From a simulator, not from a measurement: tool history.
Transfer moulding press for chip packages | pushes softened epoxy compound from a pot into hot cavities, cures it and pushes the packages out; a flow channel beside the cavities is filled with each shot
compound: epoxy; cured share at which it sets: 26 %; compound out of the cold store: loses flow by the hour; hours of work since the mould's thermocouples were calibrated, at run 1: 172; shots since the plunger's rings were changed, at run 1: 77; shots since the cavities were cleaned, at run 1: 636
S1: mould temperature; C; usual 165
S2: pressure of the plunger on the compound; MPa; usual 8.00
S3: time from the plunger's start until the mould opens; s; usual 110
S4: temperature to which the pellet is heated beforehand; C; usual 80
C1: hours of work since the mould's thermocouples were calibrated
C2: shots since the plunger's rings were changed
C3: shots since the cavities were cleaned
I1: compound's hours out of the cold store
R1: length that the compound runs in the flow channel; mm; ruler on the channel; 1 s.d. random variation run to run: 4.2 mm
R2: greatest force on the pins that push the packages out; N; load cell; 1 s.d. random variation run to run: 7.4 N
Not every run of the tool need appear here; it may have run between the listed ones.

run 1 hour=0.0 | S1=165 S2=8.00 S3=110 S4=80 | C1=172 C2=77 C3=636 | I1=13.7 | R1=991 R2=624
run 2 hour=43.0 | S1=165 S2=8.00 S3=110 S4=80 | C1=191 C2=387 C3=946 | I1=30.1 | R1=879 R2=647
-- hour=71.2 cavities cleaned with cleaning compound and waxed
run 3 hour=80.4 | S1=165 S2=8.00 S3=110 S4=80 | C1=208 C2=646 C3=66 | I1=10.3 | R1=1010 R2=411
run 4 hour=123.2 | S1=165 S2=7.34 S3=110 S4=80 | C1=227 C2=954 C3=374 | I1=45.7 | R1=766 R2=498
run 5 hour=154.1 | S1=165 S2=8.00 S3=120 S4=80 | C1=241 C2=1177 C3=597 | I1=32.4 | R1=859 R2=532
run 6 hour=186.1 | S1=165 S2=8.00 S3=120 S4=80 | C1=255 C2=1408 C3=828 | I1=16.5 | R1=949 R2=577
run 7 hour=220.7 | S1=165 S2=8.00 S3=120 S4=80 | C1=271 C2=1657 C3=1077 | I1=10.2 | R1=999 R2=628
-- hour=228.1 cavities cleaned with cleaning compound and waxed
run 8 hour=253.2 | S1=165 S2=8.00 S3=120 S4=80 | C1=285 C2=1880 C3=180 | I1=27.2 | R1=881 R2=383
run 9 hour=294.4 | S1=165 S2=8.00 S3=120 S4=80 | C1=304 C2=2177 C3=477 | I1=20.0 | R1=926 R2=502
run 10 hour=331.0 | S1=165 S2=8.00 S3=116 S4=80 | C1=320 C2=2441 C3=741 | I1=43.1 | R1=784 R2=549
run 11 hour=367.3 | S1=165 S2=8.00 S3=116 S4=80 | C1=337 C2=2703 C3=1003 | I1=8.9 | R1=988 R2=634
-- hour=386.0 cavities cleaned with cleaning compound and waxed
run 12 hour=397.2 | S1=165 S2=8.00 S3=116 S4=80 | C1=350 C2=2907 C3=81 | I1=34.6 | R1=829 R2=323
run 13 hour=439.4 | S1=165 S2=8.00 S3=116 S4=80 | C1=369 C2=3211 C3=385 | I1=31.6 | R1=843 R2=477
run 14 hour=465.0 | S1=165 S2=8.00 S3=116 S4=80 | C1=380 C2=3396 C3=570 | I1=43.7 | R1=771 R2=521
run 15 hour=499.5 | S1=165 S2=8.00 S3=110 S4=83 | C1=396 C2=3645 C3=819 | I1=30.3 | R1=843 R2=616
-- hour=544.6 cavities cleaned with cleaning compound and waxed
run 16 hour=545.3 | S1=163 S2=7.69 S3=114 S4=83 | C1=416 C2=3964 C3=5 | I1=8.1 | R1=958 R2=371
run 17 hour=583.4 | S1=165 S2=6.24 S3=110 S4=81 | C1=433 C2=4239 C3=280 | I1=15.2 | R1=814 R2=502
run 18 hour=617.8 | S1=165 S2=7.96 S3=93 S4=81 | C1=449 C2=4486 C3=527 | I1=37.8 | R1=789 R2=806
run 19 hour=654.0 | S1=165 S2=8.50 S3=122 S4=75 | C1=465 C2=4747 C3=788 | I1=43.2 | R1=789 R2=519
run 20 hour=689.6 | S1=167 S2=8.00 S3=95 S4=80 | C1=481 C2=5004 C3=1045 | I1=8.0 | R1=954 R2=837
-- hour=703.0 cavities cleaned with cleaning compound and waxed
run 21 hour=716.2 | S1=165 S2=6.59 S3=117 S4=80 | C1=493 C2=5185 C3=95 | I1=15.3 | R1=832 R2=355
run 22 hour=757.5 | S1=165 S2=8.00 S3=110 S4=82 | C1=511 C2=5483 C3=393 | I1=44.2 | R1=739 R2=479
run 23 hour=795.6 | S1=165 S2=8.00 S3=110 S4=80 | C1=529 C2=5757 C3=667 | I1=31.0 | R1=815 R2=612
run 24 hour=839.9 | S1=165 S2=8.00 S3=110 S4=80 | C1=549 C2=6076 C3=986 | I1=31.8 | R1=804 R2=622
-- hour=859.8 cavities cleaned with cleaning compound and waxed
run 25 hour=873.2 | S1=165 S2=8.00 S3=144 S4=80 | C1=563 C2=6305 C3=96 | I1=18.1 | R1=877 R2=280
-- hour=892.7 plunger's sealing rings changed
run 26 hour=912.5 | S1=165 S2=8.00 S3=122 S4=80 | C1=580 C2=143 C3=362 | I1=25.2 | R1=913 R2=420
run 27 hour=934.0 | S1=158 S2=6.44 S3=113 S4=80 | C1=589 C2=298 C3=517 | I1=26.7 | R1=829 R2=797
run 28 hour=976.0 | S1=161 S2=6.71 S3=96 S4=86 | C1=608 C2=600 C3=819 | I1=27.7 | R1=827 R2=1056

Each row is a separate what-if for the run after 28, all from the same tool condition, not one after another. Results?
run A hour=994.1 | S1=161 S2=6.00 S3=96 S4=86 | C1=617 C2=731 C3=950 | I1=42.7 | R1=? R2=?
run B hour=994.1 | S1=173 S2=6.71 S3=96 S4=81 | C1=617 C2=731 C3=950 | I1=12.7 | R1=? R2=?
run C hour=994.1 | S1=165 S2=8.00 S3=138 S4=80 | C1=617 C2=731 C3=950 | I1=32.9 | R1=? R2=?
run D hour=994.1 | S1=165 S2=8.21 S3=110 S4=89 | C1=617 C2=731 C3=950 | I1=30.1 | R1=? R2=?
run E hour=994.1 | S1=172 S2=8.83 S3=145 S4=80 | C1=617 C2=731 C3=950 | I1=11.5 | R1=? R2=?

run=A R1=712 R2=991
run=B R1=887 R2=569
run=C R1=866 R2=492
run=D R1=881 R2=619
run=E R1=1017 R2=464
Take away the tool's hidden state, keep each run's random variation, and the runs would have read:
run=A R1=724 R2=527
run=B R1=902 R2=294
run=C R1=880 R2=242
run=D R1=896 R2=324
run=E R1=1034 R2=225
